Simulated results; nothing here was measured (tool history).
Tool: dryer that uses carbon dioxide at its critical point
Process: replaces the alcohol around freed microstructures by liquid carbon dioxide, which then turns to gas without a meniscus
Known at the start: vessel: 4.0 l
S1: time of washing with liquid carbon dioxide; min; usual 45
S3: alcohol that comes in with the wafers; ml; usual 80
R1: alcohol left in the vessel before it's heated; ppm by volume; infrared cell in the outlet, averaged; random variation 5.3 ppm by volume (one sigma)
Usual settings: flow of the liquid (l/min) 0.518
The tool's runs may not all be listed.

run 1 day=0.000 | S1=45 flow_of_the_liquid_(l/min)=0.518 S3=80 | R1=210
run 2 day=0.179 | S1=45 flow_of_the_liquid_(l/min)=0.865 S3=80 | R1=41
run 3 day=0.462 | S1=45 flow_of_the_liquid_(l/min)=0.865 S3=80 | R1=57
run 4 day=0.633 | S1=45 flow_of_the_liquid_(l/min)=0.865 S3=80 | R1=56
run 5 day=1.033 | S1=45 flow_of_the_liquid_(l/min)=0.518 S3=80 | R1=203
run 6 day=1.425 | S1=45 flow_of_the_liquid_(l/min)=0.518 S3=80 | R1=212
run 7 day=1.729 | S1=45 flow_of_the_liquid_(l/min)=0.518 S3=80 | R1=215
run 8 day=1.979 | S1=45 flow_of_the_liquid_(l/min)=0.518 S3=80 | R1=201
run 9 day=2.350 | S1=45 flow_of_the_liquid_(l/min)=0.518 S3=80 | R1=210
run 10 day=2.542 | S1=29 flow_of_the_liquid_(l/min)=0.828 S3=109 | R1=258
run 11 day=2.867 | S1=38 flow_of_the_liquid_(l/min)=0.403 S3=37 | R1=447
run 12 day=3.042 | S1=38 flow_of_the_liquid_(l/min)=0.403 S3=37 | R1=456
run 13 day=3.321 | S1=38 flow_of_the_liquid_(l/min)=0.315 S3=37 | R1=846
run 14 day=3.675 | S1=62 flow_of_the_liquid_(l/min)=0.623 S3=78 | R1=63
run 15 day=3.842 | S1=62 flow_of_the_liquid_(l/min)=0.623 S3=78 | R1=59
run 16 day=4.192 | S1=65 flow_of_the_liquid_(l/min)=0.623 S3=78 | R1=59
run 17 day=4.483 | S1=65 flow_of_the_liquid_(l/min)=0.623 S3=78 | R1=48
run 18 day=4.675 | S1=65 flow_of_the_liquid_(l/min)=0.623 S3=78 | R1=68

4 ways to go on from here, each from the tool as it stands after run 18. What would each give?
run A day=4.842 | S1=65 flow_of_the_liquid_(l/min)=0.623 S3=51 | R1=?
run B day=4.842 | S1=45 flow_of_the_liquid_(l/min)=0.635 S3=80 | R1=?
run C day=4.842 | S1=33 flow_of_the_liquid_(l/min)=0.518 S3=31 | R1=?
run D day=4.842 | S1=45 flow_of_the_liquid_(l/min)=0.518 S3=39 | R1=?

run=A R1=62
run=B R1=118
run=C R1=299
run=D R1=145
Without the tool's hidden state the same runs would have given:
run=A R1=11
run=B R1=44
run=C R1=183
run=D R1=63

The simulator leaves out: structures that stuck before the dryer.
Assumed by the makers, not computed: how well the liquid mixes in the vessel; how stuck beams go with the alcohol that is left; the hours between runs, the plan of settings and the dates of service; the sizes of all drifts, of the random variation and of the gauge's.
